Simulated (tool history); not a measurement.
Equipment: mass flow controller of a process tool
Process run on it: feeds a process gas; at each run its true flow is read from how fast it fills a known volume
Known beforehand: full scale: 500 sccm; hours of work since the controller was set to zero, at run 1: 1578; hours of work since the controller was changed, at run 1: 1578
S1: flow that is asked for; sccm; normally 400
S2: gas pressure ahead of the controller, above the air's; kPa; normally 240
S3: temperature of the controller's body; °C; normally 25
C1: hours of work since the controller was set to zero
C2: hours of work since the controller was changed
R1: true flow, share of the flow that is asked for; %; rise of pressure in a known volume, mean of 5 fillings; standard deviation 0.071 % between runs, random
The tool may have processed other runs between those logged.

{"run": 1, "hour": 0.0, "S1": 400, "S2": 240, "S3": 25, "C1": 1578, "C2": 1578, "R1": 99.97}
{"run": 2, "hour": 154.4, "S1": 400, "S2": 240, "S3": 25, "C1": 1657, "C2": 1657, "R1": 100}
{"run": 3, "hour": 283.9, "S1": 400, "S2": 240, "S3": 25, "C1": 1723, "C2": 1723, "R1": 99.92}
{"run": 4, "hour": 415.8, "S1": 400, "S2": 240, "S3": 25, "C1": 1790, "C2": 1790, "R1": 99.89}
{"run": 5, "hour": 543.7, "S1": 400, "S2": 240, "S3": 25, "C1": 1855, "C2": 1855, "R1": 99.87}
{"run": 6, "hour": 690.5, "S1": 400, "S2": 240, "S3": 22, "C1": 1930, "C2": 1930, "R1": 100.07}
{"run": 7, "hour": 807.8, "S1": 400, "S2": 240, "S3": 22, "C1": 1990, "C2": 1990, "R1": 100.29}
{"run": 8, "hour": 925.6, "S1": 73, "S2": 240, "S3": 25, "C1": 2050, "C2": 2050, "R1": 95.72}
{"run": 9, "hour": 989.9, "S1": 73, "S2": 240, "S3": 25, "C1": 2082, "C2": 2082, "R1": 95.55}
{"run": 10, "hour": 1125.1, "S1": 73, "S2": 240, "S3": 25, "C1": 2151, "C2": 2151, "R1": 95.53}
{"run": 11, "hour": 1203.2, "S1": 73, "S2": 240, "S3": 25, "C1": 2191, "C2": 2191, "R1": 95.5}
{"run": 12, "hour": 1307.7, "S1": 73, "S2": 240, "S3": 25, "C1": 2244, "C2": 2244, "R1": 95.55}
{"run": 13, "hour": 1390.0, "S1": 400, "S2": 240, "S3": 22, "C1": 2286, "C2": 2286, "R1": 100.28}
{"run": 14, "hour": 1529.3, "S1": 400, "S2": 240, "S3": 22, "C1": 2357, "C2": 2357, "R1": 100.23}
{"run": 15, "hour": 1641.7, "S1": 54, "S2": 240, "S3": 25, "C1": 2414, "C2": 2414, "R1": 93.9}
{"run": 16, "hour": 1784.3, "S1": 54, "S2": 240, "S3": 25, "C1": 2487, "C2": 2487, "R1": 93.76}
{"run": 17, "hour": 1940.1, "S1": 400, "S2": 276, "S3": 25, "C1": 2566, "C2": 2566, "R1": 100.26}
{"run": 18, "hour": 2064.9, "S1": 400, "S2": 276, "S3": 25, "C1": 2630, "C2": 2630, "R1": 100.22}
{"run": 19, "hour": 2218.5, "S1": 400, "S2": 276, "S3": 25, "C1": 2708, "C2": 2708, "R1": 100.26}
{"run": 20, "hour": 2367.8, "S1": 400, "S2": 276, "S3": 25, "C1": 2784, "C2": 2784, "R1": 100.23}
{"run": 21, "hour": 2442.9, "S1": 400, "S2": 276, "S3": 25, "C1": 2823, "C2": 2823, "R1": 100.26}
{"run": 22, "hour": 2530.1, "S1": 400, "S2": 276, "S3": 25, "C1": 2867, "C2": 2867, "R1": 100.34}
{"run": 23, "hour": 2654.4, "S1": 400, "S2": 240, "S3": 25, "C1": 2930, "C2": 2930, "R1": 100.1}
{"run": 24, "hour": 2734.5, "S1": 400, "S2": 240, "S3": 25, "C1": 2971, "C2": 2971, "R1": 100.12}
{"run": 25, "hour": 2887.5, "S1": 400, "S2": 240, "S3": 25, "C1": 3049, "C2": 3049, "R1": 100.23}
{"run": 26, "hour": 2998.8, "S1": 209, "S2": 278, "S3": 22, "C1": 3106, "C2": 3106, "R1": 98.87}
{"run": 27, "hour": 3085.0, "S1": 147, "S2": 184, "S3": 22, "C1": 3150, "C2": 3150, "R1": 97.27}
{"run": 28, "hour": 3191.5, "S1": 65, "S2": 171, "S3": 26, "C1": 3204, "C2": 3204, "R1": 93.55}
{"run": 29, "hour": 3292.5, "S1": 65, "S2": 171, "S3": 26, "C1": 3256, "C2": 3256, "R1": 93.43}
{"run": 30, "hour": 3433.4, "S1": 487, "S2": 242, "S3": 36, "C1": 3327, "C2": 3327, "R1": 99.94}
{"run": 31, "hour": 3554.0, "S1": 487, "S2": 242, "S3": 36, "C1": 3389, "C2": 3389, "R1": 99.93}
{"run": 32, "hour": 3661.6, "S1": 400, "S2": 240, "S3": 36, "C1": 3444, "C2": 3444, "R1": 99.4}
{"hour": 3669.8, "done": "controller's zero set anew"}
{"run": 33, "hour": 3766.7, "S1": 400, "S2": 240, "S3": 36, "C1": 49, "C2": 3497, "R1": 98.72}
{"run": 34, "hour": 3897.7, "S1": 400, "S2": 271, "S3": 36, "C1": 116, "C2": 3564, "R1": 98.95}
{"run": 35, "hour": 3965.1, "S1": 133, "S2": 273, "S3": 32, "C1": 150, "C2": 3598, "R1": 94.98}
{"run": 36, "hour": 4097.8, "S1": 380, "S2": 240, "S3": 25, "C1": 218, "C2": 3666, "R1": 99.54}
{"run": 37, "hour": 4203.6, "S1": 380, "S2": 240, "S3": 29, "C1": 272, "C2": 3720, "R1": 99.24}
{"run": 38, "hour": 4320.2, "S1": 290, "S2": 240, "S3": 27, "C1": 331, "C2": 3779, "R1": 98.41}
{"run": 39, "hour": 4385.3, "S1": 290, "S2": 240, "S3": 27, "C1": 365, "C2": 3812, "R1": 98.68}
{"run": 40, "hour": 4525.3, "S1": 400, "S2": 189, "S3": 23, "C1": 436, "C2": 3883, "R1": 99.73}
{"hour": 4594.4, "done": "controller's zero set anew, once more"}
{"run": 41, "hour": 4657.0, "S1": 92, "S2": 189, "S3": 33, "C1": 32, "C2": 3950, "R1": 98.87}
{"run": 42, "hour": 4730.6, "S1": 355, "S2": 189, "S3": 23, "C1": 69, "C2": 3988, "R1": 101.15}
{"run": 43, "hour": 4838.0, "S1": 60, "S2": 147, "S3": 24, "C1": 124, "C2": 4043, "R1": 99.09}
{"run": 44, "hour": 4952.9, "S1": 207, "S2": 219, "S3": 33, "C1": 183, "C2": 4101, "R1": 99.54}
{"run": 45, "hour": 5097.8, "S1": 400, "S2": 146, "S3": 25, "C1": 256, "C2": 4175, "R1": 100.9}
{"run": 46, "hour": 5165.3, "S1": 400, "S2": 278, "S3": 25, "C1": 291, "C2": 4209, "R1": 101.61}
{"run": 47, "hour": 5285.8, "S1": 400, "S2": 278, "S3": 25, "C1": 352, "C2": 4271, "R1": 101.57}

Here are 3 independent what-if runs from the current tool condition. What would each one return?
{"run": "A", "hour": 5405.5, "S1": 116, "S2": 278, "S3": 25, "C1": 413, "C2": 4332, "R1": "?"}
{"run": "B", "hour": 5405.5, "S1": 109, "S2": 278, "S3": 28, "C1": 413, "C2": 4332, "R1": "?"}
{"run": "C", "hour": 5405.5, "S1": 458, "S2": 240, "S3": 25, "C1": 413, "C2": 4332, "R1": "?"}

run=A R1=99.9
run=B R1=99.63
run=C R1=101.82
Stripped of hidden state, with their random variation kept, the same runs would have yielded:
run=A R1=98.43
run=B R1=98.19
run=C R1=100.02

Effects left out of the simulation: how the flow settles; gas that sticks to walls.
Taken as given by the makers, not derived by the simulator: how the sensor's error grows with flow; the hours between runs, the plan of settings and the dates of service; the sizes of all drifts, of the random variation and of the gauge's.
